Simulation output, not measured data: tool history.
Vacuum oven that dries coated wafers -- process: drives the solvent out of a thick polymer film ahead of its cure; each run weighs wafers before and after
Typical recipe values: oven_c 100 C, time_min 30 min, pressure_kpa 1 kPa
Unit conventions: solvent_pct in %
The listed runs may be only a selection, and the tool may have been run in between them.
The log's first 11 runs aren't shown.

| run | hour | oven_c | time_min | pressure_kpa | hours of work since the thermocouples were calibrated | hours of work since the vacuum gauge was cleaned of residue | solvent_pct |
|---|---|---|---|---|---|---|---|
| 12 | 208.3 | 100 | 30 | 1 | 914 | 519 | 1.7 |
| 13 | 225.4 | 100 | 30 | 1 | 925 | 531 | 1.68 |
| 14 | 240.5 | 100 | 30 | 1 | 936 | 541 | 1.69 |
| 15 | 254.9 | 100 | 30 | 1 | 945 | 551 | 1.67 |
| 16 | 277.2 | 100 | 30 | 1 | 960 | 566 | 1.64 |
| 17 | 292 | 100 | 30 | 1 | 970 | 576 | 1.66 |
| 18 | 314.4 | 96 | 30 | 1 | 986 | 591 | 2.36 |
| 19 | 329.5 | 113 | 30 | 1 | 996 | 602 | 0.5 |
| 20 | 347.6 | 100 | 30 | 1 | 1008 | 614 | 1.61 |
| 21 | 359.9 | 100 | 30 | 1 | 1017 | 622 | 1.65 |
| 22 | 370.1 | 100 | 30 | 1 | 1024 | 629 | 1.7 |
| 23 | 384.6 | 91 | 30 | 1 | 1033 | 639 | 3.48 |
| 24 | 395.6 | 91 | 30 | 1 | 1041 | 647 | 3.49 |
| 25 | 418.7 | 97 | 15 | 0.99 | 1057 | 662 | 6.18 |

What does the tool deliver on the next run?
| 26 | 441.6 | 97 | 49 | 1 | 1072 | 678 | ? |

{"run 26": {"solvent_pct": 0.85}}
On a tool with no hidden condition, and with the same random variation, this run would have come out at solvent_pct 0.85 %.
